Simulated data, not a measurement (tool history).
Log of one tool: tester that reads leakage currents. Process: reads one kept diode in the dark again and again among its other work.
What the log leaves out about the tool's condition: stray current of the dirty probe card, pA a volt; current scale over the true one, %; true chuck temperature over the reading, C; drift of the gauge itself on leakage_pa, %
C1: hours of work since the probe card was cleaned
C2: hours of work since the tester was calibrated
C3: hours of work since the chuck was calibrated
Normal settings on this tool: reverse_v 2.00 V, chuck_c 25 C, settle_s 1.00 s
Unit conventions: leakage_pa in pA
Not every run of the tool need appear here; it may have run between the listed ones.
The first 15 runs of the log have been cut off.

Run 16, day 41.129: usual settings but settle_s 0.52 s; C1 805; C2 1563; C3 72. Result: leakage_pa 114.38 pA.
Run 17, day 42.971: usual settings but chuck_c 31 C; C1 826; C2 1584; C3 93. Result: leakage_pa 176.26 pA.
Run 18, day 44.571: usual settings but chuck_c 31 C; C1 844; C2 1602; C3 111. Result: leakage_pa 176.27 pA.
Run 19, day 47.588: usual settings but chuck_c 53 C; C1 878; C2 1636; C3 145. Result: leakage_pa 763.10 pA.
Run 20, day 51.329: usual settings; C1 920; C2 1678; C3 188. Result: leakage_pa 117.47 pA.
Run 21, day 53.050: usual settings but reverse_v 9.35 V, chuck_c 35 C, settle_s 0.64 s; C1 940; C2 1698; C3 207. Result: leakage_pa 407.62 pA.
Run 22, day 55.500: usual settings but reverse_v 4.75 V, chuck_c 41 C, settle_s 0.61 s; C1 967; C2 1726; C3 235. Result: leakage_pa 484.67 pA.
Run 23, day 58.396: usual settings but reverse_v 18.23 V, chuck_c 58 C; C1 1000; C2 1758; C3 267. Result: leakage_pa 2226.23 pA.
Run 24, day 61.912: usual settings but reverse_v 4.01 V; C1 1040; C2 1798; C3 307. Result: leakage_pa 154.11 pA.
Run 25, day 65.300: usual settings but reverse_v 4.01 V; C1 1078; C2 1836; C3 346. Result: leakage_pa 156.82 pA.
Run 26, day 68.288: usual settings but reverse_v 4.01 V; C1 1112; C2 1870; C3 379. Result: leakage_pa 158.80 pA.
Run 27, day 71.046: usual settings but reverse_v 2.05 V, chuck_c 30 C, settle_s 9.78 s; C1 1143; C2 1901; C3 411. Result: leakage_pa 178.78 pA.
Run 28, day 72.704: usual settings but reverse_v 4.24 V, chuck_c 30 C, settle_s 1.08 s; C1 1162; C2 1920; C3 429. Result: leakage_pa 231.89 pA.

Run 29, settings as shown, results not yet in. Your forecast:
Run 29, day 74.838: usual settings but chuck_c 49 C, settle_s 1.54 s; C1 1186; C2 1944; C3 453. Result: leakage_pa ?.

Run 29 measured leakage_pa 635.21 pA.
With no hidden state in the tool, this same run would have given leakage_pa 575.73 pA.

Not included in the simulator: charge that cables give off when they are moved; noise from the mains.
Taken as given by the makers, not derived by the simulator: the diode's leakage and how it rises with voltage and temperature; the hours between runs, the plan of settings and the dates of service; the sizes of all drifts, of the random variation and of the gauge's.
